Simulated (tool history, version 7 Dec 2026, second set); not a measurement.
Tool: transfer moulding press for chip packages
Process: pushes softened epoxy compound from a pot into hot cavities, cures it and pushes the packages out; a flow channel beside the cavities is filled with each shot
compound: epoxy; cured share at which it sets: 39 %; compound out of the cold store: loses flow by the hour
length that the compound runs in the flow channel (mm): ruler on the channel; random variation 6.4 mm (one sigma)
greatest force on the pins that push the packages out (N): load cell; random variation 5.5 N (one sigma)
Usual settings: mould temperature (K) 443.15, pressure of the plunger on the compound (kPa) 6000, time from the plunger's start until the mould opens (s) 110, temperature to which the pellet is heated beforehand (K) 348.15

run    hour  mould temperature (K)  pressure of the plunger on the compound (kPa)  time from the plunger's start until the mould opens (s)  temperature to which the pellet is heated beforehand (K)  incoming compound's hours out of the cold store  length that the compound runs in the flow channel (mm)  greatest force on the pins that push the packages out (N)
  1       0                 443.15                                           6000                                                      110                                                    348.15                                             12.5                                                     887                                                        198
       52.5  -- cavities cleaned with cleaning compound and waxed
  2    58.1                 443.15                                           6000                                                      110                                                    348.15                                             39.4                                                     763                                                        205
  3    96.7                 443.15                                           6000                                                      110                                                    344.15                                             24.2                                                     819                                                        258
      103.6  -- cavities cleaned with cleaning compound and waxed
      152.7  -- cavities cleaned with cleaning compound and waxed
  4     183                 443.15                                           6000                                                      110                                                    349.15                                             19.8                                                     824                                                        242
      202.4  -- cavities cleaned with cleaning compound and waxed
      255.1  -- cavities cleaned with cleaning compound and waxed
  5   259.6                 447.15                                           6000                                                      110                                                    348.15                                             14.1                                                     830                                                        203
      307.8  -- cavities cleaned with cleaning compound and waxed
  6   337.5                 447.15                                           6000                                                      110                                                    348.15                                             23.5                                                     763                                                        239
      357.5  -- cavities cleaned with cleaning compound and waxed
      410.8  -- cavities cleaned with cleaning compound and waxed
  7   419.1                 447.15                                           6000                                                      110                                                    348.15                                             29.6                                                     745                                                        197
      465.2  -- cavities cleaned with cleaning compound and waxed
      476.8  -- mould's thermocouples calibrated
  8   507.3                 447.15                                           6000                                                      110                                                    348.15                                             38.3                                                     684                                                        240
      520.5  -- cavities cleaned with cleaning compound and waxed
  9   546.3                 443.15                                           6000                                                      110                                                    348.15                                             46.7                                                     656                                                        230
      574.7  -- plunger's sealing rings changed
      576.2  -- cavities cleaned with cleaning compound and waxed
      632.9  -- cavities cleaned with cleaning compound and waxed
 10   635.7                 443.15                                           6000                                                      110                                                    348.15                                             31.7                                                     788                                                        195
 11   675.8                 443.15                                           6000                                                      110                                                    348.15                                             22.3                                                     827                                                        245
      685.6  -- cavities cleaned with cleaning compound and waxed
      739.8  -- cavities cleaned with cleaning compound and waxed
 12   744.7                 443.15                                           6000                                                      110                                                    348.15                                             18.3                                                     839                                                        204
      789.4  -- cavities cleaned with cleaning compound and waxed
 13   818.1                 443.15                                           6000                                                      110                                                    348.15                                             44.9                                                     707                                                        244
      843.8  -- cavities cleaned with cleaning compound and waxed
      895.3  -- cavities cleaned with cleaning compound and waxed
 14   898.3                 444.15                                           5790                                                      110                                                    344.15                                             13.1                                                     807                                                        184
      944.8  -- cavities cleaned with cleaning compound and waxed
 15   949.8                 444.15                                           5790                                                      110                                                    344.15                                             47.6                                                     664                                                        192
      994.3  -- cavities cleaned with cleaning compound and waxed
 16  1039.2                 444.15                                           5790                                                      110                                                    344.15                                               36                                                     705                                                        260
     1048.4  -- cavities cleaned with cleaning compound and waxed
     1098.9  -- cavities cleaned with cleaning compound and waxed
 17  1125.4                 444.15                                           5790                                                      110                                                    344.15                                               15                                                     772                                                        232
     1152.9  -- plunger's sealing rings changed
     1154.4  -- cavities cleaned with cleaning compound and waxed
 18  1183.9                 443.15                                           5610                                                      110                                                    347.15                                               44                                                     712                                                        252
     1206.4  -- cavities cleaned with cleaning compound and waxed
 19  1247.4                 443.15                                           6000                                                      124                                                    348.15                                             46.4                                                     734                                                        263
     1261.3  -- cavities cleaned with cleaning compound and waxed
 20  1308.5                 443.15                                           6000                                                      124                                                    348.15                                             24.3                                                     813                                                        258
     1315.7  -- cavities cleaned with cleaning compound and waxed
     1364.8  -- cavities cleaned with cleaning compound and waxed
 21  1364.8                 447.15                                           6770                                                      110                                                    348.15                                             12.1                                                     881                                                        187
     1416.8  -- cavities cleaned with cleaning compound and waxed
 22  1451.6                 444.15                                           6770                                                      110                                                    352.15                                             35.9                                                     783                                                        250
     1466.8  -- cavities cleaned with cleaning compound and waxed
 23  1506.2                 444.15                                           6770                                                      110                                                    352.15                                             22.3                                                     834                                                        254
       1517  -- cavities cleaned with cleaning compound and waxed
     1568.1  -- cavities cleaned with cleaning compound and waxed
 24  1598.7                 440.15                                           6770                                                      110                                                    352.15                                             20.8                                                     857                                                        277
     1621.9  -- cavities cleaned with cleaning compound and waxed
 25  1665.4                 449.15                                           5160                                                       95                                                    352.15                                             31.7                                                     653                                                        251

4 ways to go on from here, each from the tool as it stands after run 25. What would each give?
     1672.3  -- cavities cleaned with cleaning compound and waxed
  A  1710.4                 443.15                                           6000                                                      130                                                    353.15                                             37.6                                                       ?                                                          ?
     1672.3  -- cavities cleaned with cleaning compound and waxed
  B  1710.4                 443.15                                           5520                                                      103                                                    342.15                                             24.2                                                       ?                                                          ?
     1672.3  -- cavities cleaned with cleaning compound and waxed
  C  1710.4                 443.15                                           6000                                                      110                                                    345.15                                             35.4                                                       ?                                                          ?
     1672.3  -- cavities cleaned with cleaning compound and waxed
  D  1710.4                 437.15                                           6000                                                      113                                                    350.15                                             17.4                                                       ?                                                          ?

run  length that the compound runs in the flow channel (mm)  greatest force on the pins that push the packages out (N)
  A                                                     689                                                        241
  B                                                     730                                                        263
  C                                                     709                                                        248
  D                                                     820                                                        337
Without the tool's hidden state the same runs would have given:
run  length that the compound runs in the flow channel (mm)  greatest force on the pins that push the packages out (N)
  A                                                     761                                                        180
  B                                                     807                                                        189
  C                                                     784                                                        181
  D                                                     906                                                        237

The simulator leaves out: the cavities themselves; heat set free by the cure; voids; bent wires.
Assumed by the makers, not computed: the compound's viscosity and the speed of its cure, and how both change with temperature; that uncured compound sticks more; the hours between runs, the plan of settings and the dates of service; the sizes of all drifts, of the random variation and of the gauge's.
